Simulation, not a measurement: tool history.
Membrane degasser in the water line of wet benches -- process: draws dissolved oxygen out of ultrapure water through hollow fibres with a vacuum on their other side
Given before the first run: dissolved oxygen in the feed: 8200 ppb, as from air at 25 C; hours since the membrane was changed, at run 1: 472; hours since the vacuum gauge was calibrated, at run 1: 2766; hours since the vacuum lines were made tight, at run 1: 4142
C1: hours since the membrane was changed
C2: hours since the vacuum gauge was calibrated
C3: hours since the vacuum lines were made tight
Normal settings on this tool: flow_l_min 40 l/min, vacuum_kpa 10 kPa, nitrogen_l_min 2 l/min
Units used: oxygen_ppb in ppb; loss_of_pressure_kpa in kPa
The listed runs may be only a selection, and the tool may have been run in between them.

run 1 hour=0 | flow_l_min=40 vacuum_kpa=10 nitrogen_l_min=2 | C1=472 C2=2766 C3=4142 | oxygen_ppb=310.7 loss_of_pressure_kpa=39.34
run 2 hour=304.3 | flow_l_min=40 vacuum_kpa=10 nitrogen_l_min=2 | C1=777 C2=3070 C3=4446 | oxygen_ppb=312.9 loss_of_pressure_kpa=39.93
-- hour=557 vacuum gauge calibrated
run 3 hour=636 | flow_l_min=26 vacuum_kpa=10 nitrogen_l_min=2 | C1=1108 C2=79 C3=4777 | oxygen_ppb=214.9 loss_of_pressure_kpa=25.55
run 4 hour=926.1 | flow_l_min=31 vacuum_kpa=10 nitrogen_l_min=2 | C1=1398 C2=369 C3=5068 | oxygen_ppb=252.2 loss_of_pressure_kpa=30.95
run 5 hour=1153.8 | flow_l_min=40 vacuum_kpa=11.8 nitrogen_l_min=2 | C1=1626 C2=597 C3=5295 | oxygen_ppb=392.8 loss_of_pressure_kpa=40.16
run 6 hour=1298.5 | flow_l_min=40 vacuum_kpa=11.8 nitrogen_l_min=2 | C1=1770 C2=741 C3=5440 | oxygen_ppb=397.6 loss_of_pressure_kpa=40.15
run 7 hour=1621.1 | flow_l_min=40 vacuum_kpa=11.8 nitrogen_l_min=2 | C1=2093 C2=1064 C3=5762 | oxygen_ppb=395.8 loss_of_pressure_kpa=39.93
-- hour=1813.6 vacuum gauge calibrated, once more
-- hour=1815.6 seals of the vacuum lines changed
run 8 hour=1942 | flow_l_min=40 vacuum_kpa=11.8 nitrogen_l_min=2 | C1=2411 C2=126 C3=126 | oxygen_ppb=372.3 loss_of_pressure_kpa=40.15
run 9 hour=2161 | flow_l_min=40 vacuum_kpa=10 nitrogen_l_min=2 | C1=2630 C2=345 C3=345 | oxygen_ppb=300 loss_of_pressure_kpa=40.15
run 10 hour=2328.8 | flow_l_min=28 vacuum_kpa=10 nitrogen_l_min=2 | C1=2798 C2=513 C3=513 | oxygen_ppb=216.9 loss_of_pressure_kpa=28.15
run 11 hour=2611.2 | flow_l_min=40 vacuum_kpa=22.6 nitrogen_l_min=2 | C1=3081 C2=796 C3=796 | oxygen_ppb=798 loss_of_pressure_kpa=40.37
run 12 hour=2939.9 | flow_l_min=40 vacuum_kpa=22.6 nitrogen_l_min=2 | C1=3409 C2=1124 C3=1124 | oxygen_ppb=801.1 loss_of_pressure_kpa=40.32
run 13 hour=3084.8 | flow_l_min=40 vacuum_kpa=22.6 nitrogen_l_min=2.86 | C1=3554 C2=1269 C3=1269 | oxygen_ppb=593.7 loss_of_pressure_kpa=40.77
run 14 hour=3373.8 | flow_l_min=40 vacuum_kpa=22.6 nitrogen_l_min=2.86 | C1=3843 C2=1558 C3=1558 | oxygen_ppb=598.9 loss_of_pressure_kpa=40.62
run 15 hour=3631.3 | flow_l_min=40 vacuum_kpa=10 nitrogen_l_min=2 | C1=4101 C2=1816 C3=1816 | oxygen_ppb=307.9 loss_of_pressure_kpa=40.79
run 16 hour=3810.9 | flow_l_min=46 vacuum_kpa=10 nitrogen_l_min=2 | C1=4280 C2=1995 C3=1995 | oxygen_ppb=352 loss_of_pressure_kpa=47.33
run 17 hour=3950.2 | flow_l_min=40 vacuum_kpa=12.7 nitrogen_l_min=4.09 | C1=4420 C2=2135 C3=2135 | oxygen_ppb=228.1 loss_of_pressure_kpa=40.96
run 18 hour=4119 | flow_l_min=40 vacuum_kpa=12.7 nitrogen_l_min=4.09 | C1=4588 C2=2303 C3=2303 | oxygen_ppb=227.4 loss_of_pressure_kpa=41.01
run 19 hour=4264.4 | flow_l_min=40 vacuum_kpa=12.7 nitrogen_l_min=4.09 | C1=4734 C2=2449 C3=2449 | oxygen_ppb=228.1 loss_of_pressure_kpa=40.59
run 20 hour=4561.1 | flow_l_min=40 vacuum_kpa=12.7 nitrogen_l_min=4.09 | C1=5030 C2=2746 C3=2746 | oxygen_ppb=229 loss_of_pressure_kpa=41.23
run 21 hour=4798.7 | flow_l_min=40 vacuum_kpa=12.7 nitrogen_l_min=4.09 | C1=5268 C2=2983 C3=2983 | oxygen_ppb=230.4 loss_of_pressure_kpa=41.23
run 22 hour=5079.2 | flow_l_min=40 vacuum_kpa=10 nitrogen_l_min=0.94 | C1=5549 C2=3264 C3=3264 | oxygen_ppb=572.7 loss_of_pressure_kpa=41.71
-- hour=5147.4 vacuum gauge calibrated
run 23 hour=5363.5 | flow_l_min=40 vacuum_kpa=15.2 nitrogen_l_min=1.14 | C1=5832 C2=216 C3=3547 | oxygen_ppb=808 loss_of_pressure_kpa=41.44
run 24 hour=5567.4 | flow_l_min=31 vacuum_kpa=15.5 nitrogen_l_min=0.9 | C1=6036 C2=420 C3=3751 | oxygen_ppb=808.8 loss_of_pressure_kpa=32.22
run 25 hour=5883.7 | flow_l_min=31 vacuum_kpa=15.5 nitrogen_l_min=0.9 | C1=6353 C2=736 C3=4068 | oxygen_ppb=819.2 loss_of_pressure_kpa=32.26
run 26 hour=6081.1 | flow_l_min=31 vacuum_kpa=15.5 nitrogen_l_min=0.9 | C1=6550 C2=934 C3=4265 | oxygen_ppb=814.9 loss_of_pressure_kpa=32.39
run 27 hour=6337.4 | flow_l_min=25 vacuum_kpa=10 nitrogen_l_min=2 | C1=6806 C2=1190 C3=4521 | oxygen_ppb=200.9 loss_of_pressure_kpa=26.13
run 28 hour=6648 | flow_l_min=25 vacuum_kpa=12.2 nitrogen_l_min=2.61 | C1=7117 C2=1501 C3=4832 | oxygen_ppb=207.4 loss_of_pressure_kpa=25.91
run 29 hour=6983.9 | flow_l_min=43 vacuum_kpa=23 nitrogen_l_min=2 | C1=7453 C2=1837 C3=5168 | oxygen_ppb=876.3 loss_of_pressure_kpa=44.99
run 30 hour=7143.5 | flow_l_min=36 vacuum_kpa=7.8 nitrogen_l_min=2 | C1=7612 C2=1996 C3=5327 | oxygen_ppb=201.3 loss_of_pressure_kpa=37.87
run 31 hour=7349.8 | flow_l_min=36 vacuum_kpa=7.8 nitrogen_l_min=2 | C1=7819 C2=2202 C3=5534 | oxygen_ppb=201.1 loss_of_pressure_kpa=37.85
run 32 hour=7688.4 | flow_l_min=29 vacuum_kpa=7.9 nitrogen_l_min=3.09 | C1=8157 C2=2541 C3=5872 | oxygen_ppb=115.2 loss_of_pressure_kpa=30.48

Branching from run 32: 4 alternative next runs. What would each branch give?
-- hour=7757.3 seals of the vacuum lines changed
run A hour=8027.1 | flow_l_min=53 vacuum_kpa=6.5 nitrogen_l_min=1.24 | C1=8494 C2=2878 C3=270 | oxygen_ppb=? loss_of_pressure_kpa=?
-- hour=7757.3 seals of the vacuum lines changed
run B hour=8027.1 | flow_l_min=29 vacuum_kpa=17.4 nitrogen_l_min=3.09 | C1=8494 C2=2878 C3=270 | oxygen_ppb=? loss_of_pressure_kpa=?
-- hour=7757.3 seals of the vacuum lines changed
run C hour=8027.1 | flow_l_min=36 vacuum_kpa=22 nitrogen_l_min=1.46 | C1=8494 C2=2878 C3=270 | oxygen_ppb=? loss_of_pressure_kpa=?
-- hour=7757.3 seals of the vacuum lines changed
run D hour=8027.1 | flow_l_min=62 vacuum_kpa=10 nitrogen_l_min=3.5 | C1=8494 C2=2878 C3=270 | oxygen_ppb=? loss_of_pressure_kpa=?

run=A oxygen_ppb=318.3 loss_of_pressure_kpa=56.43
run=B oxygen_ppb=315.2 loss_of_pressure_kpa=30.74
run=C oxygen_ppb=930.2 loss_of_pressure_kpa=38.02
run=D oxygen_ppb=307.8 loss_of_pressure_kpa=65.69
Without the tool's unlogged condition, the same runs would have read:
run=A oxygen_ppb=284.6 loss_of_pressure_kpa=52.54
run=B oxygen_ppb=306.9 loss_of_pressure_kpa=28.61
run=C oxygen_ppb=913.4 loss_of_pressure_kpa=35.38
run=D oxygen_ppb=284.8 loss_of_pressure_kpa=61.16
